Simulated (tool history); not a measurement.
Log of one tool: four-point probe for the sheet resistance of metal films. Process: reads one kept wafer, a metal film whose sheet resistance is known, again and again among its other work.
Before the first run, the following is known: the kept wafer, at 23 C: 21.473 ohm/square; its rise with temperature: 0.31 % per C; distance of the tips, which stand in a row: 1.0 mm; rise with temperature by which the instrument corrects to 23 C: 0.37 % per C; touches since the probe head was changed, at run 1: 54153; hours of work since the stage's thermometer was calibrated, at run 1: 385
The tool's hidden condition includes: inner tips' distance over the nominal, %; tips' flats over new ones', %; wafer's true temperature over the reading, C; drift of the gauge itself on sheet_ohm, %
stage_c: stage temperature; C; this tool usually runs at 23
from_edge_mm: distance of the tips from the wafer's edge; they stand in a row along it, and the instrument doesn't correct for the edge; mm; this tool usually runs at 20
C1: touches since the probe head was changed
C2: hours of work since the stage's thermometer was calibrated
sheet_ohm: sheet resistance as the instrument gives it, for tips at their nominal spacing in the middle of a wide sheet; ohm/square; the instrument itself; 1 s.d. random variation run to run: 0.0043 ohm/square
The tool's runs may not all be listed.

run 1 hour=0.0 | stage_c=23 from_edge_mm=20 | C1=54153 C2=385 | sheet_ohm=21.541778
run 2 hour=20.2 | stage_c=23 from_edge_mm=20 | C1=54953 C2=395 | sheet_ohm=21.547468
run 3 hour=37.1 | stage_c=23 from_edge_mm=20 | C1=55627 C2=403 | sheet_ohm=21.548161
run 4 hour=62.5 | stage_c=31 from_edge_mm=20 | C1=56634 C2=415 | sheet_ohm=21.445493
run 5 hour=99.1 | stage_c=31 from_edge_mm=20 | C1=58087 C2=432 | sheet_ohm=21.440989
run 6 hour=126.2 | stage_c=31 from_edge_mm=20 | C1=59163 C2=444 | sheet_ohm=21.440591
run 7 hour=152.8 | stage_c=31 from_edge_mm=20 | C1=60220 C2=457 | sheet_ohm=21.444971
run 8 hour=181.4 | stage_c=31 from_edge_mm=20 | C1=61354 C2=470 | sheet_ohm=21.445542
run 9 hour=207.7 | stage_c=31 from_edge_mm=20 | C1=62398 C2=483 | sheet_ohm=21.448808
run 10 hour=247.0 | stage_c=31 from_edge_mm=20 | C1=63959 C2=501 | sheet_ohm=21.443156
run 11 hour=280.7 | stage_c=23 from_edge_mm=20 | C1=65299 C2=517 | sheet_ohm=21.568068
run 12 hour=300.7 | stage_c=23 from_edge_mm=20 | C1=66091 C2=526 | sheet_ohm=21.550400
run 13 hour=318.9 | stage_c=23 from_edge_mm=20 | C1=66816 C2=535 | sheet_ohm=21.554302
run 14 hour=346.5 | stage_c=23 from_edge_mm=20 | C1=67911 C2=548 | sheet_ohm=21.557258
run 15 hour=378.7 | stage_c=23 from_edge_mm=36 | C1=69190 C2=563 | sheet_ohm=21.535644
run 16 hour=410.5 | stage_c=23 from_edge_mm=23 | C1=70452 C2=578 | sheet_ohm=21.555051
run 17 hour=435.4 | stage_c=23 from_edge_mm=23 | C1=71440 C2=589 | sheet_ohm=21.559396
run 18 hour=468.2 | stage_c=23 from_edge_mm=12 | C1=72744 C2=605 | sheet_ohm=21.610118
run 19 hour=498.1 | stage_c=23 from_edge_mm=12 | C1=73931 C2=619 | sheet_ohm=21.615577
run 20 hour=523.6 | stage_c=23 from_edge_mm=4 | C1=74942 C2=631 | sheet_ohm=22.241349
run 21 hour=547.0 | stage_c=23 from_edge_mm=4 | C1=75871 C2=642 | sheet_ohm=22.237265
run 22 hour=584.6 | stage_c=23 from_edge_mm=4 | C1=77364 C2=659 | sheet_ohm=22.248348
run 23 hour=603.9 | stage_c=23 from_edge_mm=4 | C1=78131 C2=668 | sheet_ohm=22.237171
run 24 hour=620.4 | stage_c=18 from_edge_mm=11 | C1=78785 C2=676 | sheet_ohm=21.706390
run 25 hour=658.2 | stage_c=23 from_edge_mm=10 | C1=80287 C2=694 | sheet_ohm=21.660190
run 26 hour=698.5 | stage_c=23 from_edge_mm=10 | C1=81886 C2=712 | sheet_ohm=21.656736
run 27 hour=727.5 | stage_c=23 from_edge_mm=10 | C1=83038 C2=726 | sheet_ohm=21.667637
run 28 hour=761.7 | stage_c=27 from_edge_mm=71 | C1=84398 C2=742 | sheet_ohm=21.484926
run 29 hour=787.8 | stage_c=27 from_edge_mm=38 | C1=85433 C2=754 | sheet_ohm=21.492609
run 30 hour=821.3 | stage_c=33 from_edge_mm=11 | C1=86762 C2=770 | sheet_ohm=21.502050
run 31 hour=839.6 | stage_c=33 from_edge_mm=11 | C1=87490 C2=779 | sheet_ohm=21.510750
run 32 hour=872.5 | stage_c=33 from_edge_mm=11 | C1=88795 C2=794 | sheet_ohm=21.506613
run 33 hour=908.7 | stage_c=26 from_edge_mm=31 | C1=90233 C2=811 | sheet_ohm=21.525118
run 34 hour=936.9 | stage_c=24 from_edge_mm=10 | C1=91352 C2=824 | sheet_ohm=21.649341
run 35 hour=955.8 | stage_c=23 from_edge_mm=27 | C1=92103 C2=833 | sheet_ohm=21.572706
run 36 hour=979.0 | stage_c=23 from_edge_mm=8 | C1=93025 C2=844 | sheet_ohm=21.725737
run 37 hour=1010.1 | stage_c=30 from_edge_mm=32 | C1=94259 C2=859 | sheet_ohm=21.468043
run 38 hour=1046.6 | stage_c=30 from_edge_mm=32 | C1=95711 C2=876 | sheet_ohm=21.471316
run 39 hour=1069.0 | stage_c=35 from_edge_mm=17 | C1=96597 C2=886 | sheet_ohm=21.432720
run 40 hour=1100.4 | stage_c=35 from_edge_mm=17 | C1=97843 C2=901 | sheet_ohm=21.431887
run 41 hour=1133.7 | stage_c=22 from_edge_mm=4 | C1=99166 C2=916 | sheet_ohm=22.265513
run 42 hour=1173.7 | stage_c=22 from_edge_mm=4 | C1=100755 C2=935 | sheet_ohm=22.268902

Here are 3 independent what-if runs from the current tool condition. What would each one return?
run A hour=1210.4 | stage_c=30 from_edge_mm=8 | C1=102211 C2=952 | sheet_ohm=?
run B hour=1210.4 | stage_c=33 from_edge_mm=47 | C1=102211 C2=952 | sheet_ohm=?
run C hour=1210.4 | stage_c=35 from_edge_mm=16 | C1=102211 C2=952 | sheet_ohm=?

run=A sheet_ohm=21.638683
run=B sheet_ohm=21.426824
run=C sheet_ohm=21.445881
With the hidden condition removed and each run's random variation left untouched, the same runs would have given:
run=A sheet_ohm=21.553041
run=B sheet_ohm=21.341913
run=C sheet_ohm=21.360873
